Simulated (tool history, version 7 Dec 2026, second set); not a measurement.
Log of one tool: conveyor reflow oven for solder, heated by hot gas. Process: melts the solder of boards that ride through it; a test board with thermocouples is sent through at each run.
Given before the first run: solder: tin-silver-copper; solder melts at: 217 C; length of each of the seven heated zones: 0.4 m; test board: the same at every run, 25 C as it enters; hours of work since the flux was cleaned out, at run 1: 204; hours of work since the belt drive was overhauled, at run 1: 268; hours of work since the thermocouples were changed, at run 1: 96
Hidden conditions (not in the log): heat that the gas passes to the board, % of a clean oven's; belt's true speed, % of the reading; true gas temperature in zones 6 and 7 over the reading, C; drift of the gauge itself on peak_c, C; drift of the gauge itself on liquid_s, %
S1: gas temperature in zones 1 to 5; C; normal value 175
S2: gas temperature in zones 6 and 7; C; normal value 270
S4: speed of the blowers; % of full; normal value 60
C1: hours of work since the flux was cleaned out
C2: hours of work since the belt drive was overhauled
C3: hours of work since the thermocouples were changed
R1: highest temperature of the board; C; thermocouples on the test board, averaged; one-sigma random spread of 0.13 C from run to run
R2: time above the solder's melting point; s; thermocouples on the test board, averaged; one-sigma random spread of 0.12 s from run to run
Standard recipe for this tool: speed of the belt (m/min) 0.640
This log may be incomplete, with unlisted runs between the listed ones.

run 1 hour=0.0 | S1=175 S2=270 speed_of_the_belt_(m/min)=0.640 S4=60 | C1=204 C2=268 C3=96 | R1=249.0 R2=52.5
run 2 hour=6.5 | S1=175 S2=270 speed_of_the_belt_(m/min)=0.640 S4=60 | C1=208 C2=273 C3=100 | R1=248.8 R2=52.5
run 3 hour=13.8 | S1=168 S2=270 speed_of_the_belt_(m/min)=0.640 S4=60 | C1=212 C2=277 C3=104 | R1=247.2 R2=48.7
run 4 hour=23.0 | S1=175 S2=270 speed_of_the_belt_(m/min)=0.640 S4=60 | C1=218 C2=283 C3=110 | R1=248.8 R2=52.5
run 5 hour=29.7 | S1=175 S2=270 speed_of_the_belt_(m/min)=0.640 S4=60 | C1=222 C2=287 C3=114 | R1=249.0 R2=52.5
run 6 hour=38.5 | S1=175 S2=270 speed_of_the_belt_(m/min)=0.712 S4=60 | C1=228 C2=292 C3=119 | R1=244.6 R2=42.5
run 7 hour=49.5 | S1=175 S2=270 speed_of_the_belt_(m/min)=0.712 S4=60 | C1=235 C2=299 C3=126 | R1=244.6 R2=42.7
run 8 hour=60.9 | S1=175 S2=270 speed_of_the_belt_(m/min)=0.712 S4=60 | C1=242 C2=306 C3=133 | R1=244.7 R2=42.8
run 9 hour=76.3 | S1=175 S2=270 speed_of_the_belt_(m/min)=0.640 S4=60 | C1=251 C2=316 C3=143 | R1=248.9 R2=52.3
run 10 hour=90.7 | S1=175 S2=270 speed_of_the_belt_(m/min)=0.640 S4=60 | C1=260 C2=325 C3=152 | R1=248.8 R2=52.5
run 11 hour=103.4 | S1=175 S2=270 speed_of_the_belt_(m/min)=0.640 S4=60 | C1=268 C2=332 C3=160 | R1=248.9 R2=52.5
run 12 hour=114.5 | S1=175 S2=270 speed_of_the_belt_(m/min)=0.640 S4=60 | C1=275 C2=339 C3=166 | R1=248.8 R2=52.4
run 13 hour=122.0 | S1=188 S2=270 speed_of_the_belt_(m/min)=0.640 S4=60 | C1=279 C2=344 C3=171 | R1=251.7 R2=60.1
run 14 hour=134.5 | S1=188 S2=270 speed_of_the_belt_(m/min)=0.640 S4=60 | C1=287 C2=352 C3=179 | R1=251.6 R2=60.0
-- hour=142.6 flux residue cleaned out of gas plates and filters
run 15 hour=151.2 | S1=175 S2=260 speed_of_the_belt_(m/min)=0.640 S4=60 | C1=5 C2=359 C3=186 | R1=240.7 R2=45.1
run 16 hour=162.2 | S1=175 S2=260 speed_of_the_belt_(m/min)=0.640 S4=60 | C1=12 C2=366 C3=193 | R1=240.6 R2=45.1
run 17 hour=170.8 | S1=186 S2=260 speed_of_the_belt_(m/min)=0.560 S4=60 | C1=17 C2=371 C3=198 | R1=246.9 R2=65.1
run 18 hour=179.2 | S1=175 S2=269 speed_of_the_belt_(m/min)=0.640 S4=60 | C1=23 C2=376 C3=203 | R1=248.0 R2=51.8
run 19 hour=193.7 | S1=175 S2=269 speed_of_the_belt_(m/min)=0.658 S4=69 | C1=32 C2=385 C3=212 | R1=249.2 R2=51.8
run 20 hour=202.7 | S1=175 S2=269 speed_of_the_belt_(m/min)=0.658 S4=69 | C1=37 C2=391 C3=218 | R1=249.4 R2=51.9
run 21 hour=212.3 | S1=177 S2=276 speed_of_the_belt_(m/min)=0.615 S4=62 | C1=43 C2=397 C3=224 | R1=256.5 R2=61.5
run 22 hour=223.8 | S1=188 S2=277 speed_of_the_belt_(m/min)=0.640 S4=60 | C1=50 C2=404 C3=231 | R1=257.6 R2=64.2
run 23 hour=232.8 | S1=163 S2=264 speed_of_the_belt_(m/min)=0.661 S4=86 | C1=56 C2=409 C3=236 | R1=246.4 R2=46.4
run 24 hour=244.5 | S1=163 S2=279 speed_of_the_belt_(m/min)=0.661 S4=73 | C1=63 C2=417 C3=244 | R1=256.3 R2=52.8
run 25 hour=251.2 | S1=162 S2=279 speed_of_the_belt_(m/min)=0.767 S4=73 | C1=67 C2=421 C3=248 | R1=249.5 R2=40.0
run 26 hour=265.2 | S1=162 S2=279 speed_of_the_belt_(m/min)=0.767 S4=73 | C1=76 C2=429 C3=256 | R1=249.4 R2=40.0
run 27 hour=276.1 | S1=162 S2=279 speed_of_the_belt_(m/min)=0.767 S4=73 | C1=83 C2=436 C3=263 | R1=249.3 R2=39.8
run 28 hour=284.8 | S1=162 S2=261 speed_of_the_belt_(m/min)=0.740 S4=73 | C1=88 C2=442 C3=269 | R1=236.4 R2=30.7
run 29 hour=293.1 | S1=161 S2=262 speed_of_the_belt_(m/min)=0.640 S4=60 | C1=93 C2=447 C3=274 | R1=238.9 R2=38.8
run 30 hour=303.2 | S1=183 S2=270 speed_of_the_belt_(m/min)=0.640 S4=60 | C1=99 C2=453 C3=280 | R1=250.6 R2=57.0
run 31 hour=313.4 | S1=183 S2=270 speed_of_the_belt_(m/min)=0.640 S4=60 | C1=106 C2=459 C3=286 | R1=250.4 R2=56.9

What differs in the tool's unlogged condition from the final listed run ahead of each entry between runs to the first listed run following it?
Runs 14 to 15: flux residue cleaned out of gas plates and filters (hour 142.6)
  heat that the gas passes to the board, % of a clean oven's: 99.9 -> 100
